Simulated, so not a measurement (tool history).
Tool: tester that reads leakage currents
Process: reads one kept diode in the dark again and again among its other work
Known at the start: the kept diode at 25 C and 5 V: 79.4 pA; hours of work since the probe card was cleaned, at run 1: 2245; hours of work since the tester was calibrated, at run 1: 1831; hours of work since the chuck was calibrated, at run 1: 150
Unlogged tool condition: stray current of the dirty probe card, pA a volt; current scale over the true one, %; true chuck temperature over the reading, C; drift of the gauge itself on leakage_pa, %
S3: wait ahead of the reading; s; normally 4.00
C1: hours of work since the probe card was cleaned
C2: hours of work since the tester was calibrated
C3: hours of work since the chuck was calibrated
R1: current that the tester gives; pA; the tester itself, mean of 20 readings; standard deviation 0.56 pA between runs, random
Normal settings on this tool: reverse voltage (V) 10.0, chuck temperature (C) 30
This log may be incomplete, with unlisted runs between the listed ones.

run 1 hour=0.0 | reverse_voltage_(V)=10.0 chuck_temperature_(C)=30 S3=4.00 | C1=2245 C2=1831 C3=150 | R1=184.77
-- hour=94.8 probe card cleaned and baked
run 2 hour=159.6 | reverse_voltage_(V)=10.0 chuck_temperature_(C)=52 S3=4.00 | C1=35 C2=1915 C3=234 | R1=1254.85
run 3 hour=264.4 | reverse_voltage_(V)=10.0 chuck_temperature_(C)=52 S3=4.00 | C1=91 C2=1971 C3=290 | R1=1254.21
run 4 hour=404.5 | reverse_voltage_(V)=10.0 chuck_temperature_(C)=30 S3=0.70 | C1=166 C2=2046 C3=365 | R1=189.50
run 5 hour=509.3 | reverse_voltage_(V)=10.0 chuck_temperature_(C)=30 S3=0.57 | C1=222 C2=2102 C3=421 | R1=190.56
run 6 hour=610.1 | reverse_voltage_(V)=10.0 chuck_temperature_(C)=30 S3=0.57 | C1=276 C2=2156 C3=475 | R1=190.12
run 7 hour=741.9 | reverse_voltage_(V)=8.8 chuck_temperature_(C)=58 S3=1.95 | C1=347 C2=2227 C3=546 | R1=1902.75
run 8 hour=839.5 | reverse_voltage_(V)=2.8 chuck_temperature_(C)=30 S3=4.79 | C1=399 C2=2279 C3=598 | R1=95.01
run 9 hour=1007.4 | reverse_voltage_(V)=2.8 chuck_temperature_(C)=30 S3=4.79 | C1=489 C2=2369 C3=688 | R1=94.69

What does the tool deliver on the next run?
run 10 hour=1183.5 | reverse_voltage_(V)=3.4 chuck_temperature_(C)=32 S3=4.48 | C1=583 C2=2463 C3=783 | R1=?

R1: 125.82 pA
If the tool had no hidden condition, the same run with the same run-to-run variation would have returned R1 125.77 pA.
